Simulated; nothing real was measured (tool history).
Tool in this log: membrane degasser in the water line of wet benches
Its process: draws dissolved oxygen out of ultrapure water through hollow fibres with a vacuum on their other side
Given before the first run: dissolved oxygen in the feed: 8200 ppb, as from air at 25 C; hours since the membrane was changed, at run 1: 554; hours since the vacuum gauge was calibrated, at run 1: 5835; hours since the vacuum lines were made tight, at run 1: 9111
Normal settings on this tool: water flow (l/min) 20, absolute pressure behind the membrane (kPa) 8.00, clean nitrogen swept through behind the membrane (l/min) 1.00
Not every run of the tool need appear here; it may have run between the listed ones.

run	day	water flow (l/min)	absolute pressure behind the membrane (kPa)	clean nitrogen swept through behind the membrane (l/min)	hours since the membrane was changed	hours since the vacuum gauge was calibrated	hours since the vacuum lines were made tight	dissolved oxygen in the water behind the degasser (ppb)	pressure that the water loses in the fibres (kPa)
1	0.000	20	8.00	1.00	554	5835	9111	321.5	61.09
2	2.129	20	8.00	1.00	606	5886	9162	329.1	61.18
3	5.754	20	8.00	1.00	693	5973	9249	324.0	61.37
4	9.321	20	8.00	1.00	778	6059	9335	328.2	61.42
5	11.425	14	8.00	1.00	829	6109	9385	173.4	42.94
6	14.062	30	8.00	1.00	892	6173	9449	721.1	91.58
7	17.921	30	14.54	1.00	985	6265	9541	1050.1	92.41
8	20.050	30	14.54	1.35	1036	6316	9592	933.8	92.07
9	24.258	20	6.60	1.00	1137	6417	9693	277.2	61.27
10	27.925	20	6.60	1.00	1225	6505	9781	271.9	61.42
11	31.383	20	8.00	1.00	1308	6588	9864	334.1	61.41
12	34.917	14	8.00	1.00	1392	6673	9949	176.6	42.81
13	37.683	14	8.00	1.00	1459	6740	10015	180.1	43.06
14	39.954	20	8.00	1.00	1513	6794	10070	330.5	61.32
15	43.583	20	8.00	1.00	1600	6881	10157	331.2	61.48
16	46.092	20	8.00	1.00	1661	6941	10217	333.6	61.59

Run 17 has not been measured yet. What should we expect?
17	49.467	20	8.00	1.00	1742	7022	10298	?	?

Run 17 produced dissolved oxygen in the water behind the degasser (ppb) 326.5, pressure that the water loses in the fibres (kPa) 61.31.
Had the tool carried no hidden state, the very same run would have given dissolved oxygen in the water behind the degasser (ppb) 326.1, pressure that the water loses in the fibres (kPa) 61.30.
